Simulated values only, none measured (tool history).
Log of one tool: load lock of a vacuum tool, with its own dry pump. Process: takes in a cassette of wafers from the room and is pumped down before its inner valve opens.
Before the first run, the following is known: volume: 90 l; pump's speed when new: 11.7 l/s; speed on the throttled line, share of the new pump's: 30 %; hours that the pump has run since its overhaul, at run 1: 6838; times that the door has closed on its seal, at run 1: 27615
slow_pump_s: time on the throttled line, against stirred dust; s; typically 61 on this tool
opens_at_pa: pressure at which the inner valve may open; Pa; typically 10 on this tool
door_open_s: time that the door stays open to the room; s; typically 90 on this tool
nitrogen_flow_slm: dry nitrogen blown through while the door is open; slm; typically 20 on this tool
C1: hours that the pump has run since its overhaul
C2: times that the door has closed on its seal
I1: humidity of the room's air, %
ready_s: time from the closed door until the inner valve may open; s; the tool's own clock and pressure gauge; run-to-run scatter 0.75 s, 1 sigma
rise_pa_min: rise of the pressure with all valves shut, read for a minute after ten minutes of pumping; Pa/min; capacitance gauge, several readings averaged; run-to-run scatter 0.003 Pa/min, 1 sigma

Run 1, hour 0.0: usual settings; C1 6838; C2 27615; I1 45.2. Result: ready_s 118.9 s, rise_pa_min 0.087 Pa/min.
Run 2, hour 130.3: usual settings but opens_at_pa 18 Pa; C1 6968; C2 28056; I1 40.2. Result: ready_s 114.9 s, rise_pa_min 0.086 Pa/min.
Run 3, hour 351.8: usual settings; C1 7189; C2 28805; I1 44.0. Result: ready_s 118.4 s, rise_pa_min 0.092 Pa/min.
Run 4, hour 502.0: usual settings; C1 7340; C2 29314; I1 42.5. Result: ready_s 119.4 s, rise_pa_min 0.095 Pa/min.
Run 5, hour 718.0: usual settings but opens_at_pa 16 Pa; C1 7556; C2 30044; I1 42.8. Result: ready_s 115.0 s, rise_pa_min 0.096 Pa/min.
Run 6, hour 874.7: usual settings but opens_at_pa 16 Pa; C1 7712; C2 30575; I1 44.0. Result: ready_s 114.1 s, rise_pa_min 0.096 Pa/min.
Run 7, hour 980.4: usual settings; C1 7818; C2 30932; I1 46.6. Result: ready_s 120.3 s, rise_pa_min 0.099 Pa/min.
Run 8, hour 1152.7: usual settings but nitrogen_flow_slm 7 slm; C1 7990; C2 31515; I1 44.2. Result: ready_s 119.0 s, rise_pa_min 0.116 Pa/min.
Run 9, hour 1361.4: usual settings but door_open_s 29 s, nitrogen_flow_slm 7 slm; C1 8199; C2 32221; I1 48.6. Result: ready_s 118.7 s, rise_pa_min 0.097 Pa/min.
Run 10, hour 1498.0: usual settings but door_open_s 29 s, nitrogen_flow_slm 7 slm; C1 8336; C2 32684; I1 46.1. Result: ready_s 119.8 s, rise_pa_min 0.102 Pa/min.
Run 11, hour 1662.7: usual settings; C1 8500; C2 33241; I1 47.2. Result: ready_s 118.8 s, rise_pa_min 0.099 Pa/min.
Run 12, hour 1829.9: usual settings; C1 8668; C2 33807; I1 46.4. Result: ready_s 119.0 s, rise_pa_min 0.108 Pa/min.
Run 13, hour 1997.6: usual settings; C1 8835; C2 34374; I1 46.0. Result: ready_s 118.8 s, rise_pa_min 0.113 Pa/min.
Run 14, hour 2168.5: usual settings; C1 9006; C2 34952; I1 46.6. Result: ready_s 119.2 s, rise_pa_min 0.114 Pa/min.
Run 15, hour 2309.3: usual settings; C1 9147; C2 35429; I1 43.8. Result: ready_s 118.7 s, rise_pa_min 0.111 Pa/min.
Run 16, hour 2452.0: usual settings but slow_pump_s 71 s; C1 9290; C2 35912; I1 47.8. Result: ready_s 127.3 s, rise_pa_min 0.120 Pa/min.
Run 17, hour 2689.6: usual settings but slow_pump_s 71 s, door_open_s 52 s; C1 9527; C2 36716; I1 45.5. Result: ready_s 127.5 s, rise_pa_min 0.113 Pa/min.
Run 18, hour 2792.2: usual settings but slow_pump_s 71 s, door_open_s 52 s; C1 9630; C2 37063; I1 46.9. Result: ready_s 127.1 s, rise_pa_min 0.116 Pa/min.
Run 19, hour 2901.6: usual settings but slow_pump_s 71 s, door_open_s 52 s; C1 9739; C2 37433; I1 43.8. Result: ready_s 126.7 s, rise_pa_min 0.118 Pa/min.
Run 20, hour 3031.2: usual settings but slow_pump_s 71 s, opens_at_pa 18 Pa, door_open_s 52 s; C1 9869; C2 37871; I1 45.4. Result: ready_s 122.6 s, rise_pa_min 0.118 Pa/min.
Run 21, hour 3181.3: usual settings but slow_pump_s 71 s, opens_at_pa 18 Pa, door_open_s 52 s; C1 10019; C2 38379; I1 45.5. Result: ready_s 122.6 s, rise_pa_min 0.111 Pa/min.
Run 22, hour 3307.4: usual settings but slow_pump_s 71 s, opens_at_pa 18 Pa, door_open_s 52 s; C1 10145; C2 38806; I1 41.8. Result: ready_s 120.4 s, rise_pa_min 0.117 Pa/min.
Run 23, hour 3532.9: usual settings but slow_pump_s 71 s, opens_at_pa 18 Pa, door_open_s 52 s; C1 10370; C2 39569; I1 44.9. Result: ready_s 120.9 s, rise_pa_min 0.123 Pa/min.
Run 24, hour 3664.6: usual settings but slow_pump_s 71 s, opens_at_pa 18 Pa, door_open_s 52 s; C1 10502; C2 40015; I1 47.1. Result: ready_s 121.7 s, rise_pa_min 0.119 Pa/min.
Run 25, hour 3794.3: usual settings but slow_pump_s 71 s, door_open_s 81 s; C1 10632; C2 40454; I1 44.6. Result: ready_s 125.9 s, rise_pa_min 0.128 Pa/min.
Run 26, hour 3946.2: usual settings but slow_pump_s 60 s, opens_at_pa 14 Pa, door_open_s 86 s, nitrogen_flow_slm 24 slm; C1 10784; C2 40967; I1 47.8. Result: ready_s 116.7 s, rise_pa_min 0.135 Pa/min.
Run 27, hour 4171.7: usual settings but slow_pump_s 60 s, opens_at_pa 14 Pa, door_open_s 86 s, nitrogen_flow_slm 24 slm; C1 11009; C2 41731; I1 45.6. Result: ready_s 116.8 s, rise_pa_min 0.133 Pa/min.
Run 28, hour 4326.8: usual settings but slow_pump_s 60 s, opens_at_pa 14 Pa, door_open_s 86 s, nitrogen_flow_slm 24 slm; C1 11164; C2 42255; I1 46.9. Result: ready_s 116.0 s, rise_pa_min 0.138 Pa/min.
Run 29, hour 4477.2: usual settings but slow_pump_s 53 s, opens_at_pa 14 Pa, door_open_s 29 s, nitrogen_flow_slm 32 slm; C1 11315; C2 42764; I1 42.4. Result: ready_s 112.1 s, rise_pa_min 0.123 Pa/min.
Run 30, hour 4635.8: usual settings but opens_at_pa 13 Pa, door_open_s 210 s, nitrogen_flow_slm 9 slm; C1 11473; C2 43301; I1 45.5. Result: ready_s 119.6 s, rise_pa_min 0.174 Pa/min.
Run 31, hour 4795.7: usual settings but opens_at_pa 13 Pa, door_open_s 210 s, nitrogen_flow_slm 9 slm; C1 11633; C2 43842; I1 43.9. Result: ready_s 118.3 s, rise_pa_min 0.166 Pa/min.
Run 32, hour 5016.4: usual settings but opens_at_pa 13 Pa, door_open_s 210 s, nitrogen_flow_slm 9 slm; C1 11854; C2 44589; I1 45.2. Result: ready_s 118.4 s, rise_pa_min 0.179 Pa/min.
Run 33, hour 5115.4: usual settings but opens_at_pa 13 Pa, door_open_s 210 s, nitrogen_flow_slm 9 slm; C1 11953; C2 44924; I1 48.1. Result: ready_s 119.7 s, rise_pa_min 0.194 Pa/min.
Run 34, hour 5217.1: usual settings but opens_at_pa 13 Pa, door_open_s 210 s, nitrogen_flow_slm 9 slm; C1 12055; C2 45268; I1 46.8. Result: ready_s 121.5 s, rise_pa_min 0.183 Pa/min.
Run 35, hour 5416.5: usual settings but opens_at_pa 13 Pa, door_open_s 30 s, nitrogen_flow_slm 26 slm; C1 12254; C2 45942; I1 44.2. Result: ready_s 118.0 s, rise_pa_min 0.142 Pa/min.
Run 36, hour 5623.1: usual settings but opens_at_pa 13 Pa, door_open_s 30 s, nitrogen_flow_slm 26 slm; C1 12461; C2 46641; I1 44.6. Result: ready_s 120.8 s, rise_pa_min 0.149 Pa/min.
Run 37, hour 5825.5: usual settings but opens_at_pa 13 Pa, door_open_s 30 s, nitrogen_flow_slm 26 slm; C1 12663; C2 47326; I1 42.3. Result: ready_s 118.9 s, rise_pa_min 0.147 Pa/min.

Some steps in ready_s between neighbouring runs. How much of each would the tool show without its hidden state too (settings, what came in, random variation), and how much is left for the hidden state, with any gauge scatter that isn't in both results?
Hidden state at play: pump's speed, % of a new pump's; leak at the door's seal, Pa l/s; drift of the gauge itself on ready_s, %; drift of the gauge itself on rise_pa_min, %.
Run 2 -> 3: opens_at_pa 18 -> 10. ready_s +3.5 s: hidden state +0.6, all else +2.9.
Run 6 -> 7: opens_at_pa 16 -> 10. ready_s +6.2 s: hidden state +0.7, all else +5.5.
Run 15 -> 16: slow_pump_s 61 -> 71. ready_s +8.6 s: hidden state -0.2, all else +8.8.
Run 24 -> 25: opens_at_pa 18 -> 10, door_open_s 52 -> 81. ready_s +4.2 s: hidden state +0.5, all else +3.7.
Run 25 -> 26: slow_pump_s 71 -> 60, opens_at_pa 10 -> 14, door_open_s 81 -> 86, nitrogen_flow_slm 20 -> 24. ready_s -9.2 s: hidden state +0.3, all else -9.5.
Run 29 -> 30: slow_pump_s 53 -> 61, opens_at_pa 14 -> 13, door_open_s 29 -> 210, nitrogen_flow_slm 32 -> 9. ready_s +7.5 s: hidden state -0.1, all else +7.6.
